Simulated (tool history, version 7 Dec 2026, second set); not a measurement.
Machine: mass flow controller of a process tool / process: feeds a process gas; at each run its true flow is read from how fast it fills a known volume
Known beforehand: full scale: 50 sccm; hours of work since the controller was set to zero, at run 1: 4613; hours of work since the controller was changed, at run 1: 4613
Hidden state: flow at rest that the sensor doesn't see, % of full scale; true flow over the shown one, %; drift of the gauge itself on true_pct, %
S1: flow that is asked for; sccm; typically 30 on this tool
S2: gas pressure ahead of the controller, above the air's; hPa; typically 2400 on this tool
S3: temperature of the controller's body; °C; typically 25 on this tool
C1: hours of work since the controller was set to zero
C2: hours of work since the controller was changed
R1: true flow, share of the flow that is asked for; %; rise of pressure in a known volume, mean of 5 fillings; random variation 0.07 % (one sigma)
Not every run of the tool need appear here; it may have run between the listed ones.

run 1 hour=0 | S1=30 S2=2400 S3=25 | C1=4613 C2=4613 | R1=99
run 2 hour=178.6 | S1=25 S2=2400 S3=25 | C1=4722 C2=4722 | R1=98.71
run 3 hour=317.4 | S1=30 S2=2400 S3=25 | C1=4807 C2=4807 | R1=98.94
run 4 hour=426.6 | S1=30 S2=2400 S3=25 | C1=4874 C2=4874 | R1=98.92
run 5 hour=518.5 | S1=30 S2=2400 S3=25 | C1=4930 C2=4930 | R1=99.01
run 6 hour=716.7 | S1=30 S2=2400 S3=22 | C1=5051 C2=5051 | R1=98.88
run 7 hour=866.5 | S1=30 S2=2400 S3=22 | C1=5143 C2=5143 | R1=98.83
run 8 hour=964.8 | S1=30 S2=1820 S3=22 | C1=5203 C2=5203 | R1=98.99
run 9 hour=1129 | S1=7 S2=2180 S3=22 | C1=5303 C2=5303 | R1=97.66
run 10 hour=1319.7 | S1=7 S2=2180 S3=22 | C1=5419 C2=5419 | R1=97.65
run 11 hour=1464.9 | S1=41 S2=2180 S3=33 | C1=5508 C2=5508 | R1=99.79
run 12 hour=1587.6 | S1=30 S2=1550 S3=25 | C1=5583 C2=5583 | R1=99.25

Forecast each of these 3 alternatives for the next run:
run A hour=1756.2 | S1=19 S2=2400 S3=25 | C1=5686 C2=5686 | R1=?
run B hour=1756.2 | S1=6 S2=1980 S3=33 | C1=5686 C2=5686 | R1=?
run C hour=1756.2 | S1=30 S2=1620 S3=27 | C1=5686 C2=5686 | R1=?

run=A R1=98.47
run=B R1=98.02
run=C R1=99.19
What these runs would have given with no unlogged condition in the tool:
run=A R1=98.46
run=B R1=98
run=C R1=99.19
